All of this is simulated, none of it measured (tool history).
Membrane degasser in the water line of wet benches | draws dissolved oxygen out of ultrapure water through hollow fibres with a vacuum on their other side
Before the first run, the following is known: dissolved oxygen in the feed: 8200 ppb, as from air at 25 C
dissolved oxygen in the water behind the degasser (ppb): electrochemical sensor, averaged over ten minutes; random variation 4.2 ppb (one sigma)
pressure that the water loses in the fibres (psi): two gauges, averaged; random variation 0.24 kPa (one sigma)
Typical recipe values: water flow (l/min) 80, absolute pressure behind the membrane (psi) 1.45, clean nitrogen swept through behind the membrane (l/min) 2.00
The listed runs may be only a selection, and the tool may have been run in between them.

run	hour	water flow (l/min)	absolute pressure behind the membrane (psi)	clean nitrogen swept through behind the membrane (l/min)	dissolved oxygen in the water behind the degasser (ppb)	pressure that the water loses in the fibres (psi)
1	0.0	80	1.45	2.00	515.1	9.095
2	29.1	67	1.45	2.00	445.4	7.629
3	58.4	71	1.45	2.00	471.4	8.116
4	100.8	80	1.45	2.00	517.4	9.090
5	125.5	80	1.45	2.00	512.0	9.062
6	173.1	80	1.45	2.00	522.7	9.074
7	209.4	80	1.45	2.00	518.9	9.092
8	244.8	89	1.45	2.00	562.5	10.121
9	271.7	89	1.45	2.00	568.1	10.087
10	321.4	80	1.45	1.49	652.2	9.127
11	350.6	80	1.45	2.00	516.8	9.124
12	398.0	80	1.45	2.00	518.2	9.143
13	437.5	80	1.45	2.00	518.1	9.104
14	460.7	80	2.15	2.00	863.0	9.056
15	511.2	80	2.15	2.00	845.9	9.130
16	543.2	80	2.15	2.00	857.8	9.114
17	565.5	68	1.90	2.00	656.7	7.760
18	600.2	68	1.90	2.00	647.4	7.739
19	652.8	68	1.90	2.00	653.6	7.707
20	699.3	68	1.90	2.00	646.1	7.728
21	728.2	89	3.41	2.00	1494.1	10.135
22	774.1	89	2.57	2.00	1132.9	10.105

The next listed run, before its measurement:
23	815.8	89	2.57	2.00	?	?

{"run 23": {"dissolved oxygen in the water behind the degasser (ppb)": 1144.6, "pressure that the water loses in the fibres (psi)": 10.167}}
Take away the tool's hidden state, keep the run-to-run variation as it was, and the same run would have given dissolved oxygen in the water behind the degasser (ppb) 1144.5, pressure that the water loses in the fibres (psi) 10.166.
